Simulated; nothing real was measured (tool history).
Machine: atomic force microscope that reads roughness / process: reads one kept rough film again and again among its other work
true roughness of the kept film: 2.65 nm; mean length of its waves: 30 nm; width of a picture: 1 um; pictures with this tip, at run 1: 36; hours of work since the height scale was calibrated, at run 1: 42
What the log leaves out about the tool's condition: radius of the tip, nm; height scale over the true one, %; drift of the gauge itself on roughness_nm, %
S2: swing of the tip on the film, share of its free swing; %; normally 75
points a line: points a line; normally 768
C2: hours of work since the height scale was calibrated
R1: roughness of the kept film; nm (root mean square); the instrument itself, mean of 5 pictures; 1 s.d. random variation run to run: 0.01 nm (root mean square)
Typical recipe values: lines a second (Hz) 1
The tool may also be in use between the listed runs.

{"run": 1, "hour": 0.0, "lines a second (Hz)": 1, "S2": 75, "points a line": 768, "pictures with this tip": 36, "C2": 42, "R1": 2.335}
{"run": 2, "hour": 5.0, "lines a second (Hz)": 1, "S2": 75, "points a line": 768, "pictures with this tip": 41, "C2": 45, "R1": 2.319}
{"run": 3, "hour": 12.1, "lines a second (Hz)": 1, "S2": 65, "points a line": 768, "pictures with this tip": 48, "C2": 48, "R1": 2.395}
{"run": 4, "hour": 18.4, "lines a second (Hz)": 1, "S2": 65, "points a line": 768, "pictures with this tip": 54, "C2": 50, "R1": 2.376}
{"run": 5, "hour": 28.5, "lines a second (Hz)": 1, "S2": 65, "points a line": 768, "pictures with this tip": 64, "C2": 55, "R1": 2.376}
{"run": 6, "hour": 32.9, "lines a second (Hz)": 1, "S2": 65, "points a line": 768, "pictures with this tip": 69, "C2": 57, "R1": 2.366}
{"run": 7, "hour": 42.7, "lines a second (Hz)": 3.85, "S2": 65, "points a line": 768, "pictures with this tip": 79, "C2": 61, "R1": 2.23}
{"run": 8, "hour": 49.9, "lines a second (Hz)": 3.85, "S2": 65, "points a line": 768, "pictures with this tip": 86, "C2": 64, "R1": 2.239}
{"run": 9, "hour": 55.3, "lines a second (Hz)": 3.85, "S2": 65, "points a line": 768, "pictures with this tip": 91, "C2": 67, "R1": 2.219}
{"run": 10, "hour": 62.1, "lines a second (Hz)": 1, "S2": 77, "points a line": 768, "pictures with this tip": 98, "C2": 70, "R1": 2.332}
{"run": 11, "hour": 69.1, "lines a second (Hz)": 1, "S2": 77, "points a line": 768, "pictures with this tip": 105, "C2": 73, "R1": 2.312}
{"run": 12, "hour": 77.3, "lines a second (Hz)": 1, "S2": 77, "points a line": 497, "pictures with this tip": 113, "C2": 76, "R1": 2.335}
{"run": 13, "hour": 87.5, "lines a second (Hz)": 1, "S2": 77, "points a line": 497, "pictures with this tip": 124, "C2": 81, "R1": 2.325}
{"hour": 90.4, "done": "new tip fitted"}
{"run": 14, "hour": 95.8, "lines a second (Hz)": 1, "S2": 77, "points a line": 497, "pictures with this tip": 5, "C2": 84, "R1": 2.327}
{"run": 15, "hour": 100.0, "lines a second (Hz)": 1, "S2": 77, "points a line": 497, "pictures with this tip": 10, "C2": 86, "R1": 2.302}
{"run": 16, "hour": 109.2, "lines a second (Hz)": 0.65, "S2": 75, "points a line": 768, "pictures with this tip": 19, "C2": 90, "R1": 2.381}
{"run": 17, "hour": 114.9, "lines a second (Hz)": 0.65, "S2": 75, "points a line": 833, "pictures with this tip": 24, "C2": 93, "R1": 2.386}
{"run": 18, "hour": 119.6, "lines a second (Hz)": 0.65, "S2": 78, "points a line": 833, "pictures with this tip": 29, "C2": 95, "R1": 2.374}
{"run": 19, "hour": 128.3, "lines a second (Hz)": 0.65, "S2": 78, "points a line": 833, "pictures with this tip": 38, "C2": 98, "R1": 2.362}
{"run": 20, "hour": 137.6, "lines a second (Hz)": 0.65, "S2": 78, "points a line": 833, "pictures with this tip": 47, "C2": 103, "R1": 2.362}
{"run": 21, "hour": 144.6, "lines a second (Hz)": 1, "S2": 75, "points a line": 558, "pictures with this tip": 54, "C2": 106, "R1": 2.34}
{"run": 22, "hour": 154.0, "lines a second (Hz)": 1, "S2": 87, "points a line": 768, "pictures with this tip": 64, "C2": 110, "R1": 2.246}
{"run": 23, "hour": 161.0, "lines a second (Hz)": 1, "S2": 87, "points a line": 768, "pictures with this tip": 71, "C2": 113, "R1": 2.259}
{"run": 24, "hour": 167.4, "lines a second (Hz)": 1, "S2": 87, "points a line": 768, "pictures with this tip": 77, "C2": 116, "R1": 2.25}
{"run": 25, "hour": 174.0, "lines a second (Hz)": 1, "S2": 75, "points a line": 559, "pictures with this tip": 84, "C2": 119, "R1": 2.33}
{"run": 26, "hour": 182.0, "lines a second (Hz)": 0.76, "S2": 75, "points a line": 559, "pictures with this tip": 92, "C2": 122, "R1": 2.344}
{"run": 27, "hour": 189.1, "lines a second (Hz)": 0.76, "S2": 75, "points a line": 559, "pictures with this tip": 99, "C2": 125, "R1": 2.349}
{"run": 28, "hour": 193.5, "lines a second (Hz)": 0.56, "S2": 59, "points a line": 306, "pictures with this tip": 103, "C2": 127, "R1": 2.401}
{"run": 29, "hour": 202.1, "lines a second (Hz)": 1.86, "S2": 75, "points a line": 359, "pictures with this tip": 112, "C2": 131, "R1": 2.247}
{"run": 30, "hour": 211.1, "lines a second (Hz)": 1.86, "S2": 75, "points a line": 359, "pictures with this tip": 121, "C2": 135, "R1": 2.244}
{"hour": 216.5, "done": "new tip fitted"}
{"run": 31, "hour": 221.6, "lines a second (Hz)": 1.86, "S2": 90, "points a line": 958, "pictures with this tip": 5, "C2": 139, "R1": 2.089}
{"run": 32, "hour": 227.3, "lines a second (Hz)": 1.86, "S2": 59, "points a line": 299, "pictures with this tip": 11, "C2": 142, "R1": 2.332}
{"run": 33, "hour": 236.1, "lines a second (Hz)": 1.37, "S2": 75, "points a line": 487, "pictures with this tip": 20, "C2": 146, "R1": 2.304}
{"run": 34, "hour": 245.9, "lines a second (Hz)": 1, "S2": 87, "points a line": 408, "pictures with this tip": 29, "C2": 150, "R1": 2.259}
{"run": 35, "hour": 252.7, "lines a second (Hz)": 1, "S2": 87, "points a line": 408, "pictures with this tip": 36, "C2": 153, "R1": 2.234}
{"run": 36, "hour": 259.8, "lines a second (Hz)": 1, "S2": 75, "points a line": 590, "pictures with this tip": 43, "C2": 156, "R1": 2.338}
{"run": 37, "hour": 268.7, "lines a second (Hz)": 2.75, "S2": 74, "points a line": 768, "pictures with this tip": 52, "C2": 160, "R1": 2.182}
{"run": 38, "hour": 277.7, "lines a second (Hz)": 2.19, "S2": 86, "points a line": 428, "pictures with this tip": 61, "C2": 164, "R1": 2.061}
{"run": 39, "hour": 287.9, "lines a second (Hz)": 1.19, "S2": 68, "points a line": 909, "pictures with this tip": 71, "C2": 168, "R1": 2.364}
{"run": 40, "hour": 297.7, "lines a second (Hz)": 1.19, "S2": 68, "points a line": 909, "pictures with this tip": 81, "C2": 173, "R1": 2.364}
{"run": 41, "hour": 306.1, "lines a second (Hz)": 0.66, "S2": 75, "points a line": 326, "pictures with this tip": 90, "C2": 176, "R1": 2.35}
{"run": 42, "hour": 312.3, "lines a second (Hz)": 0.84, "S2": 61, "points a line": 504, "pictures with this tip": 96, "C2": 179, "R1": 2.39}
{"run": 43, "hour": 319.0, "lines a second (Hz)": 0.73, "S2": 67, "points a line": 633, "pictures with this tip": 103, "C2": 182, "R1": 2.399}
{"run": 44, "hour": 323.5, "lines a second (Hz)": 0.73, "S2": 72, "points a line": 308, "pictures with this tip": 107, "C2": 184, "R1": 2.352}
{"run": 45, "hour": 332.4, "lines a second (Hz)": 1, "S2": 59, "points a line": 512, "pictures with this tip": 116, "C2": 188, "R1": 2.384}
{"run": 46, "hour": 340.5, "lines a second (Hz)": 1, "S2": 59, "points a line": 512, "pictures with this tip": 124, "C2": 191, "R1": 2.395}
{"hour": 342.6, "done": "new tip fitted"}
{"run": 47, "hour": 348.3, "lines a second (Hz)": 0.75, "S2": 75, "points a line": 282, "pictures with this tip": 5, "C2": 195, "R1": 2.345}
{"run": 48, "hour": 354.7, "lines a second (Hz)": 0.75, "S2": 75, "points a line": 282, "pictures with this tip": 12, "C2": 198, "R1": 2.331}
{"run": 49, "hour": 360.9, "lines a second (Hz)": 0.75, "S2": 75, "points a line": 282, "pictures with this tip": 18, "C2": 200, "R1": 2.327}
{"run": 50, "hour": 368.4, "lines a second (Hz)": 0.75, "S2": 75, "points a line": 282, "pictures with this tip": 26, "C2": 204, "R1": 2.326}
{"run": 51, "hour": 373.1, "lines a second (Hz)": 0.92, "S2": 65, "points a line": 282, "pictures with this tip": 30, "C2": 206, "R1": 2.353}
{"run": 52, "hour": 379.2, "lines a second (Hz)": 1, "S2": 80, "points a line": 768, "pictures with this tip": 36, "C2": 208, "R1": 2.313}
{"run": 53, "hour": 388.4, "lines a second (Hz)": 0.66, "S2": 73, "points a line": 617, "pictures with this tip": 46, "C2": 212, "R1": 2.378}
{"run": 54, "hour": 398.4, "lines a second (Hz)": 1.07, "S2": 87, "points a line": 617, "pictures with this tip": 56, "C2": 217, "R1": 2.249}

Here are 4 independent what-if runs from the current tool condition. What would each one return?
{"run": "A", "hour": 403.1, "lines a second (Hz)": 1.58, "S2": 78, "points a line": 768, "pictures with this tip": 60, "C2": 219, "R1": "?"}
{"run": "B", "hour": 403.1, "lines a second (Hz)": 1.07, "S2": 76, "points a line": 741, "pictures with this tip": 60, "C2": 219, "R1": "?"}
{"run": "C", "hour": 403.1, "lines a second (Hz)": 0.68, "S2": 77, "points a line": 763, "pictures with this tip": 60, "C2": 219, "R1": "?"}
{"run": "D", "hour": 403.1, "lines a second (Hz)": 2.76, "S2": 65, "points a line": 300, "pictures with this tip": 60, "C2": 219, "R1": "?"}

run=A R1=2.26
run=B R1=2.323
run=C R1=2.386
run=D R1=2.277
Without the tool's unlogged condition, the same runs would have read:
run=A R1=2.263
run=B R1=2.326
run=C R1=2.388
run=D R1=2.28

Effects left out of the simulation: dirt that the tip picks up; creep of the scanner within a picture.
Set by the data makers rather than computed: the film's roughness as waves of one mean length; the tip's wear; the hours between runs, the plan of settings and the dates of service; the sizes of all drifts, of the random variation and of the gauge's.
